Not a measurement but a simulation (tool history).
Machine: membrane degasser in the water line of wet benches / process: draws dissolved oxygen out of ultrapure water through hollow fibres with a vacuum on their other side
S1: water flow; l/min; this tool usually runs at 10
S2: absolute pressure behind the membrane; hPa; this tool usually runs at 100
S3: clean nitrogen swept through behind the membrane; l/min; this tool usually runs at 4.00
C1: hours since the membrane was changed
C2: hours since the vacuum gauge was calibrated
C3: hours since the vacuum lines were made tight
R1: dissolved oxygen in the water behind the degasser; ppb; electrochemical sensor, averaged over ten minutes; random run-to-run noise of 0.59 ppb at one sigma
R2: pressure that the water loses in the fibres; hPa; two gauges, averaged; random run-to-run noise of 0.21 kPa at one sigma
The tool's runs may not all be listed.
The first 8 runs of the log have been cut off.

run,day,S1,S2,S3,C1,C2,C3,R1,R2
9,13.546,10,77,4.00,2441,1030,6181,37.4,469.3
10,14.688,10,77,4.00,2469,1058,6208,36.9,471.8
11,16.396,10,100,4.00,2510,1098,6249,50.2,475.1
12,17.854,10,100,4.00,2545,1134,6284,51.5,472.3
13,19.388,10,100,4.00,2581,1170,6321,51.1,474.7
14,20.608,11,100,4.00,2611,1200,6350,61.8,521.0
15,22.946,11,100,4.00,2667,1256,6406,62.0,523.3
16,25.062,11,100,4.00,2718,1307,6457,61.8,521.1
17,27.350,12,182,4.08,2772,1361,6512,131.5,567.5
18,28.471,9,82,4.85,2799,1388,6539,28.4,429.2
19,30.246,13,82,4.85,2842,1431,6581,68.6,621.6
20,31.238,9,241,6.91,2866,1455,6605,72.6,425.8

Run 21 comes next. What will it give?
21,33.342,14,241,2.22,2916,1505,6656,?,?

{"run 21": {"R1": 352.2, "R2": 667.8}}
With the hidden condition absent and the run-to-run variation left alone, this run would have shown R1 352.0 ppb, R2 658.4 hPa.
